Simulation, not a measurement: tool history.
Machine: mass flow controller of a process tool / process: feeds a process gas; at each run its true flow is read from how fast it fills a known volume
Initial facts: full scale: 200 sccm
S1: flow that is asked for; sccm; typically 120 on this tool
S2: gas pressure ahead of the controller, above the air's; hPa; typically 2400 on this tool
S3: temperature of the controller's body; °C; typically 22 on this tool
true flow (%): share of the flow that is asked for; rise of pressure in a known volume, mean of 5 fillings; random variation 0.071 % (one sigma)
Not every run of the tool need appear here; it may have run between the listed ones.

Run 1, hour 0.0: usual settings. Result: true flow (%) 98.75.
Run 2, hour 315.6: usual settings. Result: true flow (%) 98.68.
Run 3, hour 804.8: usual settings. Result: true flow (%) 98.62.
Run 4, hour 1151.9: usual settings. Result: true flow (%) 98.63.
Run 5, hour 1567.7: usual settings. Result: true flow (%) 98.44.
Run 6, hour 2007.9: usual settings. Result: true flow (%) 98.46.
Run 7, hour 2474.5: usual settings. Result: true flow (%) 98.49.
Run 8, hour 2849.1: usual settings. Result: true flow (%) 98.42.
Run 9, hour 3168.2: usual settings. Result: true flow (%) 98.33.
Run 10, hour 3611.2: usual settings. Result: true flow (%) 98.18.
Run 11, hour 3915.6: usual settings but S2 1670 hPa. Result: true flow (%) 99.03.
At hour 3953.7: controller's zero set anew.
Run 12, hour 4202.5: usual settings but S2 1670 hPa. Result: true flow (%) 99.12.
Run 13, hour 4546.3: usual settings but S2 2520 hPa, S3 26 °C. Result: true flow (%) 98.02.
At hour 4700.5: controller's zero set anew, once more.
Run 14, hour 5035.5: usual settings but S1 48 sccm, S2 1820 hPa, S3 29 °C. Result: true flow (%) 97.31.
Run 15, hour 5467.3: usual settings but S1 31 sccm, S2 1820 hPa, S3 29 °C. Result: true flow (%) 97.10.
Run 16, hour 5959.4: usual settings but S1 37 sccm, S2 1870 hPa, S3 32 °C. Result: true flow (%) 96.96.
Run 17, hour 6188.6: usual settings but S1 33 sccm, S2 1810 hPa, S3 24 °C. Result: true flow (%) 97.71.
Run 18, hour 6582.1: usual settings but S1 54 sccm, S2 1440 hPa. Result: true flow (%) 98.16.

Consider 3 possible next runs. They are alternatives, not a sequence: every one starts from the tool as it was left by run 18. What does each give?
Run A, hour 6912.6: usual settings but S1 78 sccm, S2 1560 hPa. Result: true flow (%) ?.
Run B, hour 6912.6: usual settings but S1 54 sccm, S2 2250 hPa. Result: true flow (%) ?.
Run C, hour 6912.6: usual settings but S1 40 sccm. Result: true flow (%) ?.

run  true flow (%)
  A          98.07
  B          97.53
  C          97.46
Without the tool's unlogged condition, the same runs would have read:
run  true flow (%)
  A         100.09
  B          99.46
  C          99.29
